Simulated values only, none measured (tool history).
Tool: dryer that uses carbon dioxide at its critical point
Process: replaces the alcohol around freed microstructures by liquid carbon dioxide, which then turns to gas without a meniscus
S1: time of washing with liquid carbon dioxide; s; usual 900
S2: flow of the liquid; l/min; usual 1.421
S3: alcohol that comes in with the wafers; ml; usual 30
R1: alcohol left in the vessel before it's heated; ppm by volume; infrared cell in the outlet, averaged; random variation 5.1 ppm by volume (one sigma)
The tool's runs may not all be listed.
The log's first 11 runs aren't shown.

run,day,S1,S2,S3,R1
12,8.917,900,1.421,108,234
13,9.642,900,1.421,108,238
14,10.354,900,1.421,40,119
15,10.95,900,1.421,30,100
16,11.65,900,1.421,30,96
17,12.488,900,1.421,30,103
18,13.079,900,1.421,30,111
19,13.875,900,1.421,30,107
20,14.496,900,1.06,30,244
21,15.35,900,1.06,30,237
22,15.917,900,1.06,30,249
23,16.35,900,1.06,30,251
24,17.138,900,1.06,28,245
25,17.617,1140,1.06,107,325
26,18.538,1140,1.06,107,336
27,19.075,1200,1.06,21,105
28,19.7,900,1.73,52,106
29,20.121,960,1.421,30,104
30,20.775,540,1.74,62,556
31,21.304,1200,1.1,26,107
32,22.15,900,1.18,35,242
33,22.933,900,1.36,21,124
34,23.354,1260,1.06,30,125
35,24.304,1260,1.06,30,126

Run 36 comes next. What will it give?
36,24.854,1260,1.06,30,?

Run 36 gave R1 139 ppm by volume.
Without the tool's hidden state the same run would have given R1 55 ppm by volume.

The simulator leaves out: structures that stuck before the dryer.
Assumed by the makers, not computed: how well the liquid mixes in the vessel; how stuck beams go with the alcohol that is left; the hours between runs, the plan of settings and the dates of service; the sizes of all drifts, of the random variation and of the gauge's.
